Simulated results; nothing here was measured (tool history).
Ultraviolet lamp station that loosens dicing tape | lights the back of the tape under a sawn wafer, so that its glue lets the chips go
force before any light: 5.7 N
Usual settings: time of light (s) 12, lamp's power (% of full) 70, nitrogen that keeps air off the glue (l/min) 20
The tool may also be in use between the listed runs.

run   hour  time of light (s)  lamp's power (% of full)  nitrogen that keeps air off the glue (l/min)  force that peels the tape off (N)  light that reached the tape (mJ/cm²)
  1      0                 12                        70                                            20                              1.025                                   235
  2   22.7                 12                        70                                            20                              0.999                                   232
  3   52.2                 12                        70                                            20                              1.076                                   228
  4   87.1                 19                        70                                            20                              0.449                                   354
  5  112.2                 12                        70                                            20                              1.106                                   217
  6  146.1                 12                        70                                            20                              1.178                                   213
  7  177.8                 12                        70                                            20                              1.167                                   210
  8  194.5                 12                        85                                            20                              0.939                                   250
     205.6  -- window cleaned of glue's vapour
  9  218.8                 12                        85                                            20                              0.709                                   288
 10    234                 12                        85                                            20                              0.731                                   287
 11  263.2                 12                        85                                            20                              0.726                                   276
 12  296.8                 12                        93                                            20                              0.665                                   299
 13  328.9                 12                        93                                            20                              0.673                                   290
 14    344                 12                        75                                            20                               1.02                                   235
 15  364.5                 12                        75                                            20                              1.009                                   230
 16  380.8                 12                        75                                            20                              1.056                                   226
 17  404.9                 12                        70                                            20                              1.232                                   211
 18  430.8                 12                        70                                            20                              1.203                                   205
 19  457.7                 12                        70                                            20                              1.229                                   199
 20  480.2                 12                        70                                            20                              1.311                                   197
 21    501                 12                        70                                            20                              1.328                                   197
 22  516.2                 10                        70                                            20                              1.707                                   164
 23  537.3                 10                        70                                            20                              1.749                                   165
 24  555.3                 12                        78                                             9                              1.635                                   207
 25  572.8                 15                        61                                            27                              1.137                                   199
 26  604.1                 13                        61                                            23                              1.518                                   173
 27  624.4                 13                        72                                            31                               1.07                                   201
 28    643                  9                        87                                            40                              1.334                                   166
 29  660.9                  9                        87                                            40                              1.388                                   166
 30  685.2                 17                        61                                            25                               1.03                                   213
 31  701.8                 17                        61                                            25                              1.074                                   208
     718.4  -- window cleaned of glue's vapour
 32    722                 20                        80                                            25                              0.345                                   377
 33  736.9                 20                        80                                            25                              0.365                                   367
 34  769.7                 11                        93                                            20                               0.99                                   229
 35  804.2                 17                        70                                            20                              0.841                                   262
 36  824.4                 17                        70                                            20                              0.847                                   261
 37  846.4                 16                        76                                            15                              0.961                                   261
 38  874.2                 16                        76                                            23                              0.811                                   252
 39  888.7                 16                        76                                            23                              0.819                                   253
 40  913.1                 14                        62                                             9                              1.994                                   177
 41  946.8                 14                        62                                            12                              1.936                                   169
     952.1  -- lamp changed
 42    979                 23                        70                                            17                              0.243                                   481

5 ways to go on from here, each from the tool as it stands after run 42. What would each give?
  A  1004.9                 15                        76                                            17                                  ?                                     ?
  B  1004.9                  7                        70                                            12                                  ?                                     ?
  C  1004.9                 23                        87                                            21                                  ?                                     ?
  D  1004.9                 23                        88                                            17                                  ?                                     ?
  E  1004.9                 11                        76                                            17                                  ?                                     ?

run  force that peels the tape off (N)  light that reached the tape (mJ/cm²)
  A                              0.553                                   330
  B                              2.362                                   145
  C                              0.125                                   581
  D                              0.139                                   594
  E                              0.996                                   243
Without the tool's hidden state the same runs would have given:
run  force that peels the tape off (N)  light that reached the tape (mJ/cm²)
  A                              0.434                                   368
  B                              2.129                                   162
  C                              0.101                                   647
  D                              0.111                                   662
  E                              0.826                                   271

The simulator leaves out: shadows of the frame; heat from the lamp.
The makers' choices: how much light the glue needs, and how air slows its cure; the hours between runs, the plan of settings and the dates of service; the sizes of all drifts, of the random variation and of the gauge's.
